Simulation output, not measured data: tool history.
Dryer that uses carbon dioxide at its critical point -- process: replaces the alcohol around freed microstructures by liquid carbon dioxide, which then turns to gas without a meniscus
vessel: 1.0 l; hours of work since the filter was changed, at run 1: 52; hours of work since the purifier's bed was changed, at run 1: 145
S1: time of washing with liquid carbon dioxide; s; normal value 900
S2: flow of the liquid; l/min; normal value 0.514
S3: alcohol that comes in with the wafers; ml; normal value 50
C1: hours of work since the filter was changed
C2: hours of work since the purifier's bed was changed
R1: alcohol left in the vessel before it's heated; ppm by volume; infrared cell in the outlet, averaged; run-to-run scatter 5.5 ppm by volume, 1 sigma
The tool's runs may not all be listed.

run,day,S1,S2,S3,C1,C2,R1
1,0.000,900,0.514,50,52,145,204
2,0.200,900,0.514,50,55,148,201
3,0.529,900,0.514,50,59,152,211
4,0.708,900,0.514,50,61,155,211
5,1.021,900,0.514,50,65,159,216
6,1.296,900,0.514,50,69,162,222
7,1.717,900,0.514,50,75,168,213
8,2.058,900,0.514,49,79,173,208
9,2.254,900,0.514,49,82,175,214
10,2.488,900,0.361,50,85,178,1083
11,2.762,900,0.361,50,88,182,1067
12,3.054,900,0.361,50,92,186,1089
13,3.292,960,0.514,50,95,189,169
14,3.617,960,0.514,23,100,193,92
15,4.000,960,0.514,23,105,198,95
16,4.421,1020,0.514,50,110,204,128
17,4.642,1020,0.514,50,113,207,128
18,4.942,1020,0.514,50,117,211,136
19,5.367,1020,0.514,50,123,216,135
20,5.554,1020,0.514,50,125,219,135
21,5.762,1020,0.514,50,128,221,130
22,6.138,1020,0.514,50,133,226,126
23,6.338,900,0.404,33,136,229,505
24,6.712,960,0.514,101,141,234,309
25,7.012,660,0.402,24,145,238,1095
26,7.429,720,0.312,92,150,243,6668
27,7.696,720,0.312,92,154,247,6901
28,8.008,720,0.312,76,158,251,5671
29,8.429,1020,0.514,50,163,257,144
30,8.850,900,0.779,50,169,262,59
31,9.108,900,0.779,50,172,266,66
32,9.300,780,0.827,22,175,268,64
33,9.733,780,0.472,22,181,274,335
34,9.912,660,0.560,37,183,276,515
35,10.329,1440,0.514,106,188,282,66
36,10.625,660,0.313,30,192,286,2922
37,11.025,1440,0.477,117,198,291,87
38,11.304,1020,0.415,24,201,295,226
39,11.558,1260,0.723,50,205,298,58
40,11.929,1260,0.723,50,210,303,47
41,12.362,780,0.782,36,215,309,83
42,12.767,780,0.782,36,221,314,84

Hidden state or all else? Some run-to-run changes of R1, split into what the settings, what came in and random variation would give without the hidden state, and what is left for the hidden state (with any gauge scatter that isn't in both results):
The tool's hidden condition here consists of: flow that reaches the vessel past the clogged filter, %; alcohol in the recycled carbon dioxide, ppm; drift of the gauge itself on alcohol_ppm, %.
Run 25 -> 26: S1 660 -> 720, S2 0.402 -> 0.312, S3 24 -> 92. R1 +5573 ppm by volume: hidden state +632, all else +4941.
Run 28 -> 29: S1 720 -> 1020, S2 0.312 -> 0.514, S3 76 -> 50. R1 -5527 ppm by volume: hidden state -653, all else -4874.
Run 35 -> 36: S1 1440 -> 660, S2 0.514 -> 0.313, S3 106 -> 30. R1 +2856 ppm by volume: hidden state +369, all else +2487.
